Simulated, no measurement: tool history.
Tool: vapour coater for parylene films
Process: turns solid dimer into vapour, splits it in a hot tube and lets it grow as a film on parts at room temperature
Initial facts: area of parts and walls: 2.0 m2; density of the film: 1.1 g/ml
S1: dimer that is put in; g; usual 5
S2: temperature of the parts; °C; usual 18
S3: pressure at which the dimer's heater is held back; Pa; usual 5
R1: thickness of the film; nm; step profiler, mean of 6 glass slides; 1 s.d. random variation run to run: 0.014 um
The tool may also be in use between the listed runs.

run,hour,S1,S2,S3,R1
1,0,5,18,5,1640
2,10.3,5,18,5,1620
3,25.9,5,18,4.79,1650
4,34.6,5,18,5,1650
5,46.9,5,18,5,1650
6,60.6,5,18,4.72,1660
7,72.9,5,18,4.72,1640
8,87,5,18,4.72,1630
9,98.2,5,18,4.72,1630
10,114.3,5,18,4.72,1610
11,126.3,5,18,4.72,1620
12,146.8,5,18,5,1610
# hour 156: trap's valve overhauled
13,168.3,5,18,5,1800
14,180.7,5,18,5,1780
15,195.6,5,18,5,1810
16,214.1,5,29,5,1140
17,223.8,5,29,5,1120
18,234.9,5,29,5,1120
19,251.5,5,18,5,1750
20,267.4,5,18,5,1760
21,278.7,5,18,5,1740
22,298.8,3,12,2.71,1280
23,316,3,12,2.71,1300
24,333.1,3,24,2.71,910
25,346.4,7,24,2.49,2080
26,358.5,5,24,2.49,1510
27,375.5,5,24,2.49,1490
28,391.2,5,24,2.49,1490
29,408.7,5,24,2.49,1490
30,425.8,3,21,4.19,910
31,443.2,8,17,5,2840
32,457,8,18,5,2700
33,473.4,7,18,7.6,2240
34,491.4,7,18,7.6,2250
35,501.7,5,18,5,1660
36,517.5,5,18,5,1690
37,529.9,5,18,5,1680

Measured result minus the same run's result without the hidden state. Both carry the same run-to-run variation, though not necessarily the same gauge scatter:
Unlogged tool condition in this case: vapour lost through the trap's worn valve, %; true temperature of the parts over the reading, C; drift of the gauge itself on film_um, %.
run,R1
1,-140
2,-140
3,-160
4,-150
5,-160
6,-170
7,-170
8,-170
9,-180
10,-180
11,-180
12,-190
13,+0
14,-10
15,-10
16,-10
17,-20
18,-20
19,-30
20,-30
21,-40
22,-40
23,-40
24,-20
25,-80
26,-60
27,-60
28,-60
29,-70
30,-40
31,-150
32,-150
33,-130
34,-140
35,-110
36,-110
37,-120

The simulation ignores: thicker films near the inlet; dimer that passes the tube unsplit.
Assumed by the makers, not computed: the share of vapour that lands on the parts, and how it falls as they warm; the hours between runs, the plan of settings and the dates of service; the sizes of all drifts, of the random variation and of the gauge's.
